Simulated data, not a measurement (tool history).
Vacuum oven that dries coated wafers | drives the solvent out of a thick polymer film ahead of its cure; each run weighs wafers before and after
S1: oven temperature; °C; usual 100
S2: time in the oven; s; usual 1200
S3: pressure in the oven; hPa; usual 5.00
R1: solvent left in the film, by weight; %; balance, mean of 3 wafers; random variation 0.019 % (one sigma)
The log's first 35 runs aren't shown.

| run | hour | S1 | S2 | S3 | R1 |
|---|---|---|---|---|---|
| 36 | 922.4 | 101 | 1860 | 15.45 | 1.52 |
|  | 937.6 | oven's thermocouples calibrated, once more |
| 37 | 942.9 | 101 | 780 | 15.45 | 4.91 |
| 38 | 963.8 | 100 | 1200 | 9.95 | 2.82 |
| 39 | 979.3 | 100 | 1260 | 8.16 | 2.55 |
| 40 | 1013.2 | 100 | 1260 | 8.16 | 2.51 |
| 41 | 1032.0 | 95 | 660 | 9.81 | 7.71 |
| 42 | 1058.3 | 103 | 1200 | 14.14 | 2.33 |
| 43 | 1078.9 | 103 | 1200 | 14.14 | 2.31 |
| 44 | 1099.2 | 87 | 1080 | 5.00 | 7.39 |
| 45 | 1132.8 | 87 | 1080 | 5.00 | 7.43 |
| 46 | 1165.6 | 95 | 1800 | 7.90 | 2.34 |
| 47 | 1187.8 | 86 | 1740 | 5.00 | 5.03 |

3 ways to go on from here, each from the tool as it stands after run 47. What would each give?
| A | 1207.0 | 92 | 1860 | 2.88 | ? |
| B | 1207.0 | 100 | 600 | 5.00 | ? |
| C | 1207.0 | 86 | 1200 | 7.40 | ? |

| run | R1 |
|---|---|
| A | 2.65 |
| B | 6.44 |
| C | 7.35 |
Without the tool's hidden state the same runs would have given:
| run | R1 |
|---|---|
| A | 2.47 |
| B | 6.28 |
| C | 7.15 |
